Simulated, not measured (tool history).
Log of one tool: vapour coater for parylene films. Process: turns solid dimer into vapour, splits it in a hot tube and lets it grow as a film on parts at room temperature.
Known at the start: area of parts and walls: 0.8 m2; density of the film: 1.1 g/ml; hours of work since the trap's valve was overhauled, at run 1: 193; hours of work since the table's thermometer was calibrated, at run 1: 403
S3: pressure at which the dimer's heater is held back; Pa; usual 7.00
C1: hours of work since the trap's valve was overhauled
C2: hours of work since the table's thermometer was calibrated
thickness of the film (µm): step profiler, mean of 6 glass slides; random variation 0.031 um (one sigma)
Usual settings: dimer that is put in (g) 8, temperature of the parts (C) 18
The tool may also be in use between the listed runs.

run 1 hour=0.0 | dimer_that_is_put_in_(g)=8 temperature_of_the_parts_(C)=18 S3=7.00 | C1=193 C2=403 | thickness_of_the_film_(µm)=3.96
run 2 hour=19.9 | dimer_that_is_put_in_(g)=8 temperature_of_the_parts_(C)=10 S3=7.00 | C1=210 C2=420 | thickness_of_the_film_(µm)=4.44
run 3 hour=60.5 | dimer_that_is_put_in_(g)=8 temperature_of_the_parts_(C)=10 S3=7.00 | C1=244 C2=454 | thickness_of_the_film_(µm)=4.45
run 4 hour=88.1 | dimer_that_is_put_in_(g)=8 temperature_of_the_parts_(C)=18 S3=2.04 | C1=267 C2=477 | thickness_of_the_film_(µm)=4.42
run 5 hour=127.6 | dimer_that_is_put_in_(g)=8 temperature_of_the_parts_(C)=18 S3=2.04 | C1=301 C2=510 | thickness_of_the_film_(µm)=4.44
run 6 hour=148.4 | dimer_that_is_put_in_(g)=8 temperature_of_the_parts_(C)=18 S3=2.04 | C1=318 C2=528 | thickness_of_the_film_(µm)=4.38
run 7 hour=188.6 | dimer_that_is_put_in_(g)=8 temperature_of_the_parts_(C)=19 S3=2.04 | C1=352 C2=562 | thickness_of_the_film_(µm)=4.30
-- hour=191.5 table's thermometer calibrated
run 8 hour=215.2 | dimer_that_is_put_in_(g)=8 temperature_of_the_parts_(C)=19 S3=2.04 | C1=373 C2=20 | thickness_of_the_film_(µm)=4.28
run 9 hour=243.1 | dimer_that_is_put_in_(g)=8 temperature_of_the_parts_(C)=19 S3=2.04 | C1=397 C2=43 | thickness_of_the_film_(µm)=4.22
run 10 hour=279.5 | dimer_that_is_put_in_(g)=12 temperature_of_the_parts_(C)=18 S3=7.00 | C1=427 C2=74 | thickness_of_the_film_(µm)=5.57
-- hour=288.3 table's thermometer calibrated, once more
run 11 hour=301.8 | dimer_that_is_put_in_(g)=12 temperature_of_the_parts_(C)=22 S3=7.00 | C1=445 C2=11 | thickness_of_the_film_(µm)=5.26
run 12 hour=324.8 | dimer_that_is_put_in_(g)=8 temperature_of_the_parts_(C)=18 S3=8.08 | C1=465 C2=31 | thickness_of_the_film_(µm)=3.59
run 13 hour=344.5 | dimer_that_is_put_in_(g)=4 temperature_of_the_parts_(C)=25 S3=9.20 | C1=481 C2=47 | thickness_of_the_film_(µm)=1.58
run 14 hour=376.4 | dimer_that_is_put_in_(g)=7 temperature_of_the_parts_(C)=18 S3=7.00 | C1=508 C2=74 | thickness_of_the_film_(µm)=3.22
-- hour=407.0 trap's valve overhauled
run 15 hour=424.8 | dimer_that_is_put_in_(g)=7 temperature_of_the_parts_(C)=11 S3=6.32 | C1=15 C2=111 | thickness_of_the_film_(µm)=4.08
run 16 hour=464.3 | dimer_that_is_put_in_(g)=8 temperature_of_the_parts_(C)=18 S3=8.99 | C1=48 C2=144 | thickness_of_the_film_(µm)=3.93
run 17 hour=487.0 | dimer_that_is_put_in_(g)=12 temperature_of_the_parts_(C)=17 S3=7.00 | C1=67 C2=163 | thickness_of_the_film_(µm)=6.22
run 18 hour=526.5 | dimer_that_is_put_in_(g)=4 temperature_of_the_parts_(C)=16 S3=7.00 | C1=100 C2=197 | thickness_of_the_film_(µm)=2.05
run 19 hour=556.4 | dimer_that_is_put_in_(g)=4 temperature_of_the_parts_(C)=16 S3=7.00 | C1=125 C2=222 | thickness_of_the_film_(µm)=2.09
run 20 hour=584.1 | dimer_that_is_put_in_(g)=9 temperature_of_the_parts_(C)=16 S3=5.71 | C1=149 C2=245 | thickness_of_the_film_(µm)=4.85
run 21 hour=616.8 | dimer_that_is_put_in_(g)=9 temperature_of_the_parts_(C)=16 S3=5.71 | C1=176 C2=272 | thickness_of_the_film_(µm)=4.79
run 22 hour=638.5 | dimer_that_is_put_in_(g)=13 temperature_of_the_parts_(C)=12 S3=7.00 | C1=194 C2=291 | thickness_of_the_film_(µm)=7.11
run 23 hour=673.9 | dimer_that_is_put_in_(g)=13 temperature_of_the_parts_(C)=12 S3=7.00 | C1=224 C2=320 | thickness_of_the_film_(µm)=7.17

Forecast each of these 4 alternatives for the next run:
run A hour=714.6 | dimer_that_is_put_in_(g)=6 temperature_of_the_parts_(C)=18 S3=7.00 | C1=258 C2=355 | thickness_of_the_film_(µm)=?
run B hour=714.6 | dimer_that_is_put_in_(g)=6 temperature_of_the_parts_(C)=18 S3=7.00 | C1=258 C2=355 | thickness_of_the_film_(µm)=?
run C hour=714.6 | dimer_that_is_put_in_(g)=6 temperature_of_the_parts_(C)=11 S3=7.00 | C1=258 C2=355 | thickness_of_the_film_(µm)=?
run D hour=714.6 | dimer_that_is_put_in_(g)=7 temperature_of_the_parts_(C)=11 S3=2.80 | C1=258 C2=355 | thickness_of_the_film_(µm)=?

run=A thickness_of_the_film_(µm)=3.00
run=B thickness_of_the_film_(µm)=2.97
run=C thickness_of_the_film_(µm)=3.32
run=D thickness_of_the_film_(µm)=4.19
Without the tool's hidden state the same runs would have given:
run=A thickness_of_the_film_(µm)=3.16
run=B thickness_of_the_film_(µm)=3.14
run=C thickness_of_the_film_(µm)=3.51
run=D thickness_of_the_film_(µm)=4.42
